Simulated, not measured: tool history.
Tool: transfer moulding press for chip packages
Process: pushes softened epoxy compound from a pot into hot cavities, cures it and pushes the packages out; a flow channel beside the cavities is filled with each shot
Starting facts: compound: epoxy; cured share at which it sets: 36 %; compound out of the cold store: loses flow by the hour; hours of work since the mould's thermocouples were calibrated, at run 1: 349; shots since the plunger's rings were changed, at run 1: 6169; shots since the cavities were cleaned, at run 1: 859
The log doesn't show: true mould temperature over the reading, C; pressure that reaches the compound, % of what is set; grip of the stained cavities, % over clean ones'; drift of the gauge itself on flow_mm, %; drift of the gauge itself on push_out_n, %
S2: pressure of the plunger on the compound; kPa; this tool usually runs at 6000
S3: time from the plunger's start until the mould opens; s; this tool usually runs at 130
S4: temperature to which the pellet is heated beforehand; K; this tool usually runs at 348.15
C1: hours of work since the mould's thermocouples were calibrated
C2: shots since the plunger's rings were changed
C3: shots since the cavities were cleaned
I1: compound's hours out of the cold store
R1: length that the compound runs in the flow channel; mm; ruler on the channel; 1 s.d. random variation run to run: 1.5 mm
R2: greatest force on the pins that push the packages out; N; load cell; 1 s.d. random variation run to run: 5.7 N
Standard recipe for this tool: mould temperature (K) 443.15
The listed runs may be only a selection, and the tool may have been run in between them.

Run 1, hour 0: usual settings; C1 349; C2 6169; C3 859; I1 21. Result: R1 471 mm, R2 469 N.
Run 2, hour 11.2: usual settings but S4 346.15 K; C1 354; C2 6246; C3 936; I1 45. Result: R1 448 mm, R2 454 N.
Run 3, hour 27.2: usual settings but S4 346.15 K; C1 362; C2 6355; C3 1045; I1 28.6. Result: R1 461 mm, R2 464 N.
At hour 51.2: cavities cleaned with cleaning compound and waxed.
Run 4, hour 51.2: usual settings but S4 346.15 K; C1 372; C2 6509; C3 0; I1 32.5. Result: R1 456 mm, R2 212 N.
At hour 74.3: plunger's sealing rings changed.
Run 5, hour 77.4: usual settings but S4 346.15 K; C1 383; C2 21; C3 161; I1 43.3. Result: R1 479 mm, R2 308 N.
Run 6, hour 99.1: usual settings but S4 346.15 K; C1 394; C2 169; C3 309; I1 39.4. Result: R1 486 mm, R2 367 N.
Run 7, hour 115.7: usual settings; C1 401; C2 282; C3 422; I1 23.3. Result: R1 500 mm, R2 399 N.
Run 8, hour 134.2: usual settings; C1 410; C2 408; C3 548; I1 35. Result: R1 485 mm, R2 424 N.
Run 9, hour 155.7: usual settings but mould temperature (K) 450.15; C1 420; C2 554; C3 694; I1 24.2. Result: R1 475 mm, R2 358 N.
Run 10, hour 169.6: usual settings but mould temperature (K) 450.15; C1 427; C2 649; C3 789; I1 23.7. Result: R1 476 mm, R2 376 N.
Run 11, hour 185.4: usual settings but mould temperature (K) 450.15; C1 434; C2 757; C3 897; I1 14.5. Result: R1 484 mm, R2 380 N.
Run 12, hour 198.7: usual settings; C1 441; C2 848; C3 988; I1 21.4. Result: R1 499 mm, R2 464 N.
Run 13, hour 222.4: usual settings; C1 452; C2 1009; C3 1149; I1 20.3. Result: R1 501 mm, R2 498 N.
At hour 230.8: cavities cleaned with cleaning compound and waxed.
Run 14, hour 247.9: usual settings; C1 463; C2 1173; C3 116; I1 29.6. Result: R1 492 mm, R2 290 N.
Run 15, hour 260.9: usual settings but mould temperature (K) 446.15; C1 469; C2 1261; C3 204; I1 43.9. Result: R1 464 mm, R2 282 N.
Run 16, hour 275.5: usual settings but mould temperature (K) 446.15; C1 476; C2 1361; C3 304; I1 35.1. Result: R1 474 mm, R2 327 N.
Run 17, hour 294: usual settings but mould temperature (K) 450.15; C1 485; C2 1487; C3 430; I1 32.3. Result: R1 462 mm, R2 313 N.
Run 18, hour 315.5: usual settings but mould temperature (K) 442.15, S2 5890 kPa, S3 134 s, S4 342.15 K; C1 495; C2 1633; C3 576; I1 19.1. Result: R1 496 mm, R2 446 N.
Run 19, hour 340.3: usual settings but mould temperature (K) 448.15, S3 134 s; C1 507; C2 1803; C3 746; I1 18.4. Result: R1 481 mm, R2 372 N.
Run 20, hour 357: usual settings but mould temperature (K) 439.15, S2 7430 kPa, S3 168 s; C1 514; C2 1916; C3 859; I1 31.1. Result: R1 557 mm, R2 421 N.
Run 21, hour 368.1: usual settings but mould temperature (K) 446.15, S2 6700 kPa, S3 114 s, S4 347.15 K; C1 520; C2 1993; C3 936; I1 14. Result: R1 522 mm, R2 511 N.

Run 22 is up next; what results do you expect?
Run 22, hour 390: usual settings but mould temperature (K) 446.15, S2 6700 kPa, S3 114 s, S4 347.15 K; C1 530; C2 2142; C3 1085; I1 12.2. Result: R1 ?, R2 ?.

Logged for run 22: R1 518 mm, R2 479 N.
On a tool with no hidden condition, and with the same random variation, this run would have come out at R1 528 mm, R2 197 N.

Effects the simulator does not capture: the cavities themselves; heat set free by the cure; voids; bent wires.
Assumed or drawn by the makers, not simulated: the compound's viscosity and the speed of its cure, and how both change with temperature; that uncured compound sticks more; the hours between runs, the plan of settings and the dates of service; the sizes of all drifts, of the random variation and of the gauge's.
